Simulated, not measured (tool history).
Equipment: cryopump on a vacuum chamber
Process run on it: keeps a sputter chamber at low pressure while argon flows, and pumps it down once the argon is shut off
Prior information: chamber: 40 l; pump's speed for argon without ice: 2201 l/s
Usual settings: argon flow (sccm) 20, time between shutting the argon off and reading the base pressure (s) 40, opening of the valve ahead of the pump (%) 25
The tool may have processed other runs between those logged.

run     day  argon flow (sccm)  time between shutting the argon off and reading the base pressure (s)  opening of the valve ahead of the pump (%)  pressure while argon flows (Pa)  pressure after the wait (uPa)
  1       0                 20                                                                     40                                          25                           0.0632                           2.27
  2   2.575                 20                                                                     40                                          25                           0.0632                           2.28
  3   5.317                 20                                                                     40                                          25                           0.0632                           2.32
  4   7.404                 20                                                                     40                                          25                           0.0632                           2.36
  5  11.579                 20                                                                     40                                          25                           0.0634                           2.56
  6  14.625                 20                                                                     40                                          25                           0.0635                           2.47
  7  16.671                 10                                                                     40                                          25                           0.0316                           2.64
  8  18.612                 20                                                                     40                                          25                           0.0635                           2.61
  9  22.625                 20                                                                     40                                          25                           0.0647                           2.67
 10  25.088                 20                                                                     40                                          25                           0.0657                           2.72
 11  27.608                 20                                                                     40                                          25                           0.0653                            2.8
 12    30.5                 20                                                                     40                                          25                           0.0663                           2.88
     34.154  -- pump warmed up, emptied and cooled again
 13  34.725                 20                                                                     40                                          25                           0.0621                           2.51
 14  37.221                 20                                                                     40                                          18                           0.0868                           2.59
 15  39.738                 18                                                                     22                                          25                           0.0555                           3.45
 16   44.15                 18                                                                     22                                          25                           0.0563                           3.58
 17  47.588                 17                                                                    177                                          39                           0.0357                           2.08
 18  51.233                 17                                                                    177                                          39                           0.0357                            2.1
 19  53.162                 17                                                                    177                                          39                           0.0355                           2.15
 20  55.638                 17                                                                    177                                          39                           0.0351                           2.19
 21  57.462                 29                                                                     40                                          25                           0.0933                           3.07
     57.817  -- leaking fittings of the chamber tightened, without venting
 22  60.479                 25                                                                    242                                          21                           0.0949                            0.4
 23  62.671                 17                                                                     40                                          15                           0.0906                           1.22
 24  65.062                 32                                                                    286                                          25                           0.1032                           0.41
 25  68.654                 24                                                                    263                                          25                            0.079                            0.5
 26  72.429                 24                                                                     86                                          42                            0.048                           0.79
       76.7  -- pump warmed up, emptied and cooled again
 27  77.075                 18                                                                    180                                          58                           0.0243                           0.59

5 ways to go on from here, each from the tool as it stands after run 27. What would each give?
  A  79.696                 23                                                                    180                                          58                                ?                              ?
  B  79.696                 18                                                                     61                                          42                                ?                              ?
  C  79.696                 20                                                                    218                                          20                                ?                              ?
  D  79.696                 15                                                                     40                                          25                                ?                              ?
  E  79.696                 18                                                                     51                                          58                                ?                              ?

run  pressure while argon flows (Pa)  pressure after the wait (uPa)
  A                            0.032                            0.6
  B                           0.0332                           1.07
  C                           0.0777                           0.59
  D                           0.0462                           1.36
  E                           0.0243                           1.18
With the hidden condition removed and each run's random variation left untouched, the same runs would have given:
run  pressure while argon flows (Pa)  pressure after the wait (uPa)
  A                           0.0313                           0.35
  B                           0.0327                           0.82
  C                            0.077                           0.34
  D                           0.0457                           1.12
  E                           0.0238                           0.93
